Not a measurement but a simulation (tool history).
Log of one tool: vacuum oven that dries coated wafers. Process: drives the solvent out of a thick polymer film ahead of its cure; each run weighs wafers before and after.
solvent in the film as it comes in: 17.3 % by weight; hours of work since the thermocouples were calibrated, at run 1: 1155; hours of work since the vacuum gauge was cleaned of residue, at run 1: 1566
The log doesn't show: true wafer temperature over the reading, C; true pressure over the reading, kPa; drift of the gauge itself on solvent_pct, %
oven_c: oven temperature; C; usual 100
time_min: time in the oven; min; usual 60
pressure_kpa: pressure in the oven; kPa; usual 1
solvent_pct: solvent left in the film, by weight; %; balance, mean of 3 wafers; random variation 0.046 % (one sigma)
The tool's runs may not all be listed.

run    hour  oven_c  time_min  pressure_kpa  hours of work since the thermocouples were calibrated  hours of work since the vacuum gauge was cleaned of residue  solvent_pct
  1       0     100        60             1                                                   1155                                                         1566         1.15
  2    43.9     100        60             1                                                   1181                                                         1592         1.12
  3    84.5     100        60             1                                                   1205                                                         1616         1.14
  4   123.4     100        60             1                                                   1228                                                         1639         1.16
  5   155.9     100        60             1                                                   1248                                                         1659         1.22
  6     225     100        60             1                                                   1289                                                         1700         1.13
  7   265.6     100        60             1                                                   1313                                                         1724          1.2
  8   326.4     100        60             1                                                   1349                                                         1760         1.18
  9   397.9     100        31             1                                                   1392                                                         1803          2.7
      428.5  -- oven's thermocouples calibrated
 10   449.5     100        60             1                                                     13                                                         1832         1.31
 11   504.4     100        60             1                                                     45                                                         1865         1.38
 12   558.5     100        60             1                                                     78                                                         1897         1.31
 13   621.3     100        60             1                                                    115                                                         1935         1.33
 14     679     100        60             1                                                    149                                                         1969         1.35
 15   713.7     100        60             1                                                    170                                                         1990          1.3
 16   748.2     100        60             1                                                    191                                                         2011          1.3
 17   823.3     100        60             1                                                    235                                                         2055         1.36
 18   885.1     100        60             1                                                    272                                                         2092         1.45
 19   922.4     100        60             1                                                    294                                                         2114         1.32
 20   961.7     100        60          0.59                                                    318                                                         2138         1.09
 21  1029.6     100        60          0.59                                                    358                                                         2178         1.15
 22  1082.8     100        60          0.59                                                    390                                                         2210         1.22
 23  1156.3     100        60             1                                                    434                                                         2254         1.28
 24  1194.5     100        60             1                                                    457                                                         2277         1.41
 25    1231     100        60             1                                                    479                                                         2298         1.41
 26    1302     100        60             1                                                    521                                                         2341         1.41
 27  1371.2      86        60          0.53                                                    562                                                         2382         4.85
 28  1404.2      86        60          0.53                                                    582                                                         2402         4.73
 29  1448.8      86        88          1.66                                                    608                                                         2428         4.05
 30  1495.7      86        88          1.66                                                    636                                                         2456         4.07
     1550.8  -- vacuum gauge cleaned of residue and calibrated
 31    1554     112        74          0.72                                                    670                                                            2         0.31
 32  1592.7     112        74          0.72                                                    693                                                           25         0.26
 33  1640.1     112        74          0.72                                                    722                                                           53          0.3
 34  1715.3      94        88          0.59                                                    766                                                           98         0.79
 35  1788.6      94        88          0.59                                                    810                                                          142         0.79
 36  1831.1      94        88          0.59                                                    835                                                          167         0.76
 37  1886.7     113        85          2.91                                                    869                                                          200         0.98
 38  1954.3     113        85          2.91                                                    909                                                          241         0.97
 39    2005     113        85          2.91                                                    939                                                          271         1.03
 40  2052.7     113        85          2.91                                                    968                                                          299         1.05
 41  2115.1     114        68          0.91                                                   1005                                                          336         0.25
 42  2162.3     114        44          1.47                                                   1033                                                          365         0.49
 43  2217.5     114        44          1.47                                                   1066                                                          398         0.54
 44    2290     114        44          1.47                                                   1109                                                          441          0.5
 45  2351.3     114        44          1.47                                                   1146                                                          477         0.49
 46  2401.1     109        58          0.67                                                   1175                                                          507         0.35
 47    2462     109        58          0.67                                                   1212                                                          543         0.37
 48  2508.6     109        58          0.67                                                   1239                                                          571         0.38

3 ways to go on from here, each from the tool as it stands after run 48. What would each give?
  A  2583     108        73          2.11                                                   1284                                                          615            ?
  B  2583     100        58          1.34                                                   1284                                                          615            ?
  C  2583     104        63             1                                                   1284                                                          615            ?

run  solvent_pct
  A         0.93
  B         1.05
  C         0.58
Without the tool's hidden state the same runs would have given:
run  solvent_pct
  A         0.91
  B         1.22
  C         0.58

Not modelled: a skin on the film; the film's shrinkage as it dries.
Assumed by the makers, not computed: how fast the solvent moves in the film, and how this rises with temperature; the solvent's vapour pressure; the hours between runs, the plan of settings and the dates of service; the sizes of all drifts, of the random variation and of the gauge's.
